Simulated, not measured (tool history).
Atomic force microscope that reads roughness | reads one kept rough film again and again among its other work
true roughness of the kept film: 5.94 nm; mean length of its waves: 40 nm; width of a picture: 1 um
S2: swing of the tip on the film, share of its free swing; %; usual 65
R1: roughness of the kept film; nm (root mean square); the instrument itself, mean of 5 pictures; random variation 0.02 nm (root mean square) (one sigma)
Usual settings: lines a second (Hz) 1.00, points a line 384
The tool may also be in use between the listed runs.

Run 1, hour 0.0: usual settings. Result: R1 3.781 nm (root mean square).
Run 2, hour 11.3: usual settings. Result: R1 3.719 nm (root mean square).
Run 3, hour 23.6: usual settings but lines a second (Hz) 3.80. Result: R1 3.398 nm (root mean square).
Run 4, hour 29.3: usual settings but S2 81 %. Result: R1 3.498 nm (root mean square).
At hour 39.8: new tip fitted.
Run 5, hour 39.8: usual settings but S2 60 %. Result: R1 4.997 nm (root mean square).
Run 6, hour 47.2: usual settings but S2 60 %. Result: R1 4.910 nm (root mean square).
Run 7, hour 52.2: usual settings but S2 60 %. Result: R1 4.898 nm (root mean square).
Run 8, hour 60.6: usual settings but S2 60 %. Result: R1 4.810 nm (root mean square).
Run 9, hour 67.2: usual settings but S2 60 %. Result: R1 4.781 nm (root mean square).
Run 10, hour 72.5: usual settings but S2 89 %. Result: R1 4.334 nm (root mean square).
Run 11, hour 81.7: usual settings but S2 89 %. Result: R1 4.295 nm (root mean square).
Run 12, hour 93.5: usual settings but S2 89 %, points a line 997. Result: R1 4.220 nm (root mean square).
Run 13, hour 104.3: usual settings but S2 89 %, points a line 997. Result: R1 4.140 nm (root mean square).
Run 14, hour 112.0: usual settings but S2 89 %, points a line 997. Result: R1 4.124 nm (root mean square).
Run 15, hour 118.4: usual settings. Result: R1 4.323 nm (root mean square).
Run 16, hour 123.6: usual settings. Result: R1 4.264 nm (root mean square).
Run 17, hour 129.7: usual settings. Result: R1 4.242 nm (root mean square).
Run 18, hour 136.6: usual settings. Result: R1 4.136 nm (root mean square).
Run 19, hour 147.5: usual settings but lines a second (Hz) 0.51. Result: R1 4.168 nm (root mean square).
Run 20, hour 154.1: usual settings but S2 56 %. Result: R1 4.149 nm (root mean square).
Run 21, hour 160.0: usual settings. Result: R1 4.031 nm (root mean square).
Run 22, hour 171.6: usual settings but lines a second (Hz) 2.59, S2 56 %, points a line 360. Result: R1 3.921 nm (root mean square).
Run 23, hour 180.6: usual settings but lines a second (Hz) 2.59, S2 77 %, points a line 623. Result: R1 3.539 nm (root mean square).
Run 24, hour 192.8: usual settings but lines a second (Hz) 2.59, S2 77 %, points a line 623. Result: R1 3.491 nm (root mean square).
Run 25, hour 203.1: usual settings but lines a second (Hz) 1.03, points a line 486. Result: R1 3.833 nm (root mean square).
Run 26, hour 210.4: usual settings but lines a second (Hz) 1.03, points a line 486. Result: R1 3.760 nm (root mean square).
Run 27, hour 216.8: usual settings but lines a second (Hz) 1.03, points a line 486. Result: R1 3.730 nm (root mean square).
Run 28, hour 223.1: usual settings but points a line 957. Result: R1 3.703 nm (root mean square).
Run 29, hour 229.0: usual settings but points a line 957. Result: R1 3.669 nm (root mean square).
Run 30, hour 236.6: usual settings but lines a second (Hz) 0.88, points a line 688. Result: R1 3.676 nm (root mean square).
Run 31, hour 248.7: usual settings but lines a second (Hz) 1.61, points a line 688. Result: R1 3.507 nm (root mean square).
At hour 254.9: new tip fitted.
Run 32, hour 260.2: usual settings but lines a second (Hz) 0.59, S2 64 %. Result: R1 5.009 nm (root mean square).
Run 33, hour 265.4: usual settings but lines a second (Hz) 1.87. Result: R1 4.769 nm (root mean square).
Run 34, hour 275.0: usual settings but lines a second (Hz) 1.41, points a line 317. Result: R1 4.746 nm (root mean square).
Run 35, hour 280.6: usual settings but lines a second (Hz) 3.74. Result: R1 4.429 nm (root mean square).
Run 36, hour 292.7: usual settings but lines a second (Hz) 3.74. Result: R1 4.312 nm (root mean square).
Run 37, hour 300.7: usual settings but lines a second (Hz) 3.74. Result: R1 4.264 nm (root mean square).
Run 38, hour 310.0: usual settings but lines a second (Hz) 1.42, S2 74 %, points a line 478. Result: R1 4.369 nm (root mean square).
Run 39, hour 316.4: usual settings but lines a second (Hz) 0.55, S2 64 %, points a line 728. Result: R1 4.551 nm (root mean square).
Run 40, hour 324.1: usual settings but lines a second (Hz) 0.55, S2 64 %, points a line 728. Result: R1 4.453 nm (root mean square).
Run 41, hour 331.6: usual settings but lines a second (Hz) 0.55, S2 64 %, points a line 728. Result: R1 4.428 nm (root mean square).
Run 42, hour 337.6: usual settings but lines a second (Hz) 0.55, S2 64 %, points a line 728. Result: R1 4.365 nm (root mean square).

Forecast each of these 4 alternatives for the next run:
Run A, hour 342.6: usual settings but lines a second (Hz) 1.79, S2 67 %, points a line 728. Result: R1 ?.
Run B, hour 342.6: usual settings but lines a second (Hz) 0.80, S2 64 %, points a line 420. Result: R1 ?.
Run C, hour 342.6: usual settings but lines a second (Hz) 2.37, S2 83 %, points a line 1016. Result: R1 ?.
Run D, hour 342.6: usual settings but lines a second (Hz) 2.63, S2 58 %, points a line 783. Result: R1 ?.

run     R1
  A  4.165
  B  4.291
  C  3.749
  D  4.217
Without the tool's hidden state the same runs would have given:
run     R1
  A  4.889
  B  5.036
  C  4.398
  D  4.949
